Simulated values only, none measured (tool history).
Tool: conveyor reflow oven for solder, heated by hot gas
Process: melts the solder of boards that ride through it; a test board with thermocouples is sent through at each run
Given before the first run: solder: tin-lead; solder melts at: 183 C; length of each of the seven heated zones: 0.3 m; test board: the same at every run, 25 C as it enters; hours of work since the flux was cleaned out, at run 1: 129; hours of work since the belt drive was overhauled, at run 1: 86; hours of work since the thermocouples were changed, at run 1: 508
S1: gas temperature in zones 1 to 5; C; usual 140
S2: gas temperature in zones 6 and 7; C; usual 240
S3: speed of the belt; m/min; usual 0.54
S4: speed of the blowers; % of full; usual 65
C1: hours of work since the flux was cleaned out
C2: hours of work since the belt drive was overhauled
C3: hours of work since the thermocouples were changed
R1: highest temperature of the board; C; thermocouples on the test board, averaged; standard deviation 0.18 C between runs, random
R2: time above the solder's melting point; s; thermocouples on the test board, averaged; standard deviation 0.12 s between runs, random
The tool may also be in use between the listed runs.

run	day	S1	S2	S3	S4	C1	C2	C3	R1	R2
1	0	140	240	0.54	65	129	86	508	217.1	49.6
2	0.383	154	240	0.54	65	134	91	513	219.8	56.6
3	0.75	154	240	0.486	65	139	96	518	222.9	65.7
4	1.121	154	240	0.486	65	144	101	523	223.5	65.6
5	1.629	154	240	0.486	65	151	108	530	223.3	65.4
6	2.179	154	240	0.486	65	158	115	537	223.2	65.6
7	2.525	154	240	0.486	65	162	120	541	222.7	65.5
8	2.933	140	240	0.443	65	168	125	547	223.5	66.7
9	3.225	140	240	0.443	65	172	129	551	223.5	66.6
10	3.567	140	240	0.443	65	176	133	555	223.4	66.4
11	3.954	144	240	0.443	65	182	139	561	224.2	68.4
12	4.379	144	240	0.443	65	187	144	566	223.9	68.3
13	4.779	144	240	0.443	65	193	150	572	223.9	68.5
14	5.142	144	240	0.443	59	197	155	576	222.2	67.3
15	5.662	139	238	0.54	65	204	161	583	214.7	47.4
16	6.117	155	237	0.602	50	211	168	590	208.1	41.4
17	6.462	127	249	0.65	88	215	172	594	219.6	39.5

Run 18, settings as shown, results not yet in. Your forecast:
18	6.992	127	249	0.65	88	222	179	601	?	?

{"run 18": {"R1": 220, "R2": 39.8}}
On a tool with no hidden condition, and with the same random variation, this run would have come out at R1 223.9 C, R2 41.9 s.

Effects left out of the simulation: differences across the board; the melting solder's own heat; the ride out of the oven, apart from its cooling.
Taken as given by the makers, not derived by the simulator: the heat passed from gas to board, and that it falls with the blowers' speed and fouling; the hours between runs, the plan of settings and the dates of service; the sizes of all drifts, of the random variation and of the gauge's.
